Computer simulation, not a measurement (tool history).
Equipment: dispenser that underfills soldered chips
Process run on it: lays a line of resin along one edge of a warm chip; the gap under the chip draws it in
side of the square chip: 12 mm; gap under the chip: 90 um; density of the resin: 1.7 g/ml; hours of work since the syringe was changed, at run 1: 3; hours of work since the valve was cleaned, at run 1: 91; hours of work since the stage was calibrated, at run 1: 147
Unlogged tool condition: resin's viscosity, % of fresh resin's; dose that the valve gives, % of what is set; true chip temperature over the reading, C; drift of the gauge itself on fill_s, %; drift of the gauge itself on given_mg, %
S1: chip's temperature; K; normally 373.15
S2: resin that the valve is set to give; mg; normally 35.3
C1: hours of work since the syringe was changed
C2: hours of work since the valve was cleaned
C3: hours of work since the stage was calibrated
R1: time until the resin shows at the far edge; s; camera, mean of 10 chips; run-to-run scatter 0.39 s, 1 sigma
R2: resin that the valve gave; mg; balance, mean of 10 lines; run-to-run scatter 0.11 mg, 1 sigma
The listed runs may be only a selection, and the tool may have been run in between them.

run,hour,S1,S2,C1,C2,C3,R1,R2
1,0,373.15,35.3,3,91,147,32.5,34.35
2,7.5,373.15,30.4,8,96,152,47.9,29.53
# hour 11.8: new syringe of resin
3,15.7,373.15,30.4,2,101,157,30.4,29.51
4,24.7,373.15,43.6,8,106,163,44.7,42.18
# hour 28.4: new syringe of resin
5,35,373.15,43.6,4,113,169,33.6,42.42
6,43,373.15,43.6,9,118,174,50,42.09
# hour 44.9: new syringe of resin
7,50.3,358.15,35.3,3,122,178,54.9,34.18
8,56.9,373.15,35.3,7,126,182,44.9,33.96
# hour 60.6: dispensing valve cleaned and set on the balance
# hour 62.8: new syringe of resin
9,68.1,373.15,35.3,3,5,188,30.9,35.34
10,74.8,373.15,35.3,7,9,193,43.4,35.33
# hour 79.4: new syringe of resin
11,82.5,373.15,35.3,2,13,197,28.3,35.29
12,88.3,373.15,35.3,6,17,201,38,35.19
# hour 96.2: new syringe of resin
13,96.2,373.15,35.3,0,22,205,23.9,35.19
14,107.9,373.15,35.3,7,29,213,42.8,34.8
# hour 113.4: new syringe of resin
15,116.3,373.15,35.3,2,34,218,27.5,35.01
16,127,372.15,35.3,8,41,224,50.3,34.68
# hour 130.3: new syringe of resin
17,134.7,373.15,35.3,3,45,229,29,34.81
18,141.2,373.15,35.3,7,49,233,40.7,34.89
# hour 146.8: new syringe of resin
19,148.1,373.15,37.6,1,53,237,25.2,37.16
20,155.9,373.15,40.6,6,58,242,38,39.83
# hour 163.8: new syringe of resin
21,165.1,373.15,40.6,1,64,247,25.4,39.8
22,173.6,373.15,40.6,6,69,253,38.3,39.81
# hour 180.3: new syringe of resin
23,184.2,383.15,44.8,2,75,259,20.1,43.81
24,194.6,361.15,35.3,9,82,266,75.8,34.24
# hour 197: new syringe of resin
25,201.8,361.15,35.3,3,86,270,46.3,34.5
26,207.4,385.15,35.3,6,90,273,25.7,34.46
# hour 213.5: new syringe of resin
27,220.8,367.15,41.5,5,98,282,42.5,40.36
# hour 230.2: new syringe of resin
28,230.2,381.15,35.3,0,103,287,17.5,34.34
29,239.8,381.15,35.3,6,109,293,29.8,34.15
# hour 246.7: new syringe of resin
30,251.9,361.15,35.3,3,117,300,46.4,34.13
31,262.2,375.15,30.7,10,123,307,49.5,29.38
# hour 263.7: new syringe of resin
# hour 270.4: dispensing valve cleaned and set on the balance
32,276.6,375.15,38.4,7,4,315,41,38.03
# hour 281.4: new syringe of resin
33,286.2,375.15,37.4,3,10,321,27.4,37.07
34,296.3,375.15,37.4,9,16,327,45.1,37.11
# hour 298.8: new syringe of resin
35,309.5,385.15,35.3,7,24,335,26.7,34.81
# hour 315.4: new syringe of resin
36,315.8,366.15,39.6,0,28,339,29.5,39.08

Hidden condition of the tool, last listed run before each entry between runs versus first listed run after:
Between runs 2 and 3: new syringe of resin (hour 11.8)
  resin's viscosity, % of fresh resin's: 195.1 -> 120.8; dose that the valve gives, % of what is set: 97.1 -> 96.94; true chip temperature over the reading, C: 0.44 -> 0.45
  measured value less the no-hidden-state value, R1: +23.2 -> +4.9 s; R2: -0.88 -> -0.93 mg
Between runs 4 and 5: new syringe of resin (hour 28.4)
  resin's viscosity, % of fresh resin's: 191.3 -> 141.2; dose that the valve gives, % of what is set: 96.78 -> 96.58; true chip temperature over the reading, C: 0.47 -> 0.49
  measured value less the no-hidden-state value, R1: +21 -> +9.5 s; R2: -1.4 -> -1.5 mg
Between runs 6 and 7: new syringe of resin (hour 44.9)
  resin's viscosity, % of fresh resin's: 212.3 -> 132; dose that the valve gives, % of what is set: 96.42 -> 96.29; true chip temperature over the reading, C: 0.5 -> 0.52
  measured value less the no-hidden-state value, R1: +26 -> +12.7 s; R2: -1.56 -> -1.32 mg
Between runs 8 and 9: dispensing valve cleaned and set on the balance (hour 60.6); new syringe of resin (hour 62.8)
  resin's viscosity, % of fresh resin's: 184.8 -> 129.7; dose that the valve gives, % of what is set: 96.16 -> 99.88; true chip temperature over the reading, C: 0.53 -> 0.55
  measured value less the no-hidden-state value, R1: +20.1 -> +6.5 s; R2: -1.35 -> -0.04 mg
Between runs 10 and 11: new syringe of resin (hour 79.4)
  resin's viscosity, % of fresh resin's: 182.2 -> 117.2; dose that the valve gives, % of what is set: 99.76 -> 99.62; true chip temperature over the reading, C: 0.56 -> 0.57
  measured value less the no-hidden-state value, R1: +19.2 -> +3.6 s; R2: -0.09 -> -0.13 mg
Between runs 12 and 13: new syringe of resin (hour 96.2)
  resin's viscosity, % of fresh resin's: 157.7 -> 99.5; dose that the valve gives, % of what is set: 99.5 -> 99.35; true chip temperature over the reading, C: 0.58 -> 0.6
  measured value less the no-hidden-state value, R1: +13.4 -> -0.6 s; R2: -0.17 -> -0.22 mg
Between runs 14 and 15: new syringe of resin (hour 113.4)
  resin's viscosity, % of fresh resin's: 181.2 -> 116.6; dose that the valve gives, % of what is set: 99.1 -> 98.95; true chip temperature over the reading, C: 0.62 -> 0.63
  measured value less the no-hidden-state value, R1: +18.6 -> +3.4 s; R2: -0.31 -> -0.37 mg
Between runs 16 and 17: new syringe of resin (hour 130.3)
  resin's viscosity, % of fresh resin's: 201.7 -> 123.3; dose that the valve gives, % of what is set: 98.74 -> 98.6; true chip temperature over the reading, C: 0.65 -> 0.67
  measured value less the no-hidden-state value, R1: +24.7 -> +5 s; R2: -0.45 -> -0.49 mg
Between runs 18 and 19: new syringe of resin (hour 146.8)
  resin's viscosity, % of fresh resin's: 171.8 -> 107.6; dose that the valve gives, % of what is set: 98.47 -> 98.33; true chip temperature over the reading, C: 0.68 -> 0.69
  measured value less the no-hidden-state value, R1: +16.4 -> +1.2 s; R2: -0.55 -> -0.64 mg
Between runs 20 and 21: new syringe of resin (hour 163.8)
  resin's viscosity, % of fresh resin's: 159.8 -> 107.1; dose that the valve gives, % of what is set: 98.19 -> 98.04; true chip temperature over the reading, C: 0.71 -> 0.73
  measured value less the no-hidden-state value, R1: +13.5 -> +1 s; R2: -0.73 -> -0.79 mg
Between runs 22 and 23: new syringe of resin (hour 180.3)
  resin's viscosity, % of fresh resin's: 166 -> 121.6; dose that the valve gives, % of what is set: 97.85 -> 97.65; true chip temperature over the reading, C: 0.74 -> 0.76
  measured value less the no-hidden-state value, R1: +14.7 -> +3.1 s; R2: -0.87 -> -1.05 mg
Between runs 24 and 25: new syringe of resin (hour 197)
  resin's viscosity, % of fresh resin's: 207.1 -> 124; dose that the valve gives, % of what is set: 97.43 -> 97.3; true chip temperature over the reading, C: 0.78 -> 0.79
  measured value less the no-hidden-state value, R1: +38.2 -> +8 s; R2: -0.9 -> -0.96 mg
Between runs 26 and 27: new syringe of resin (hour 213.5)
  resin's viscosity, % of fresh resin's: 164.9 -> 146.8; dose that the valve gives, % of what is set: 97.19 -> 96.94; true chip temperature over the reading, C: 0.8 -> 0.83
  measured value less the no-hidden-state value, R1: +10 -> +12.7 s; R2: -0.99 -> -1.27 mg
Between runs 27 and 28: new syringe of resin (hour 230.2)
  resin's viscosity, % of fresh resin's: 146.8 -> 99.5; dose that the valve gives, % of what is set: 96.94 -> 96.77; true chip temperature over the reading, C: 0.83 -> 0.85
  measured value less the no-hidden-state value, R1: +12.7 -> -0.6 s; R2: -1.27 -> -1.14 mg
Between runs 29 and 30: new syringe of resin (hour 246.7)
  resin's viscosity, % of fresh resin's: 162.8 -> 128.9; dose that the valve gives, % of what is set: 96.57 -> 96.34; true chip temperature over the reading, C: 0.86 -> 0.89
  measured value less the no-hidden-state value, R1: +10.9 -> +9.4 s; R2: -1.21 -> -1.29 mg
Between runs 31 and 32: new syringe of resin (hour 263.7); dispensing valve cleaned and set on the balance (hour 270.4)
  resin's viscosity, % of fresh resin's: 217.9 -> 186.3; dose that the valve gives, % of what is set: 96.13 -> 99.58; true chip temperature over the reading, C: 0.91 -> 0.93
  measured value less the no-hidden-state value, R1: +26.4 -> +18.2 s; R2: -1.18 -> -0.16 mg
Between runs 32 and 33: new syringe of resin (hour 281.4)
  resin's viscosity, % of fresh resin's: 186.3 -> 126.1; dose that the valve gives, % of what is set: 99.58 -> 99.4; true chip temperature over the reading, C: 0.93 -> 0.95
  measured value less the no-hidden-state value, R1: +18.2 -> +4.9 s; R2: -0.16 -> -0.23 mg
Between runs 34 and 35: new syringe of resin (hour 298.8)
  resin's viscosity, % of fresh resin's: 211.7 -> 173.1; dose that the valve gives, % of what is set: 99.2 -> 98.92; true chip temperature over the reading, C: 0.97 -> 1
  measured value less the no-hidden-state value, R1: +23.2 -> +11 s; R2: -0.3 -> -0.38 mg
Between runs 35 and 36: new syringe of resin (hour 315.4)
  resin's viscosity, % of fresh resin's: 173.1 -> 101; dose that the valve gives, % of what is set: 98.92 -> 98.8; true chip temperature over the reading, C: 1 -> 1.01
  measured value less the no-hidden-state value, R1: +11 -> -0.7 s; R2: -0.38 -> -0.47 mg
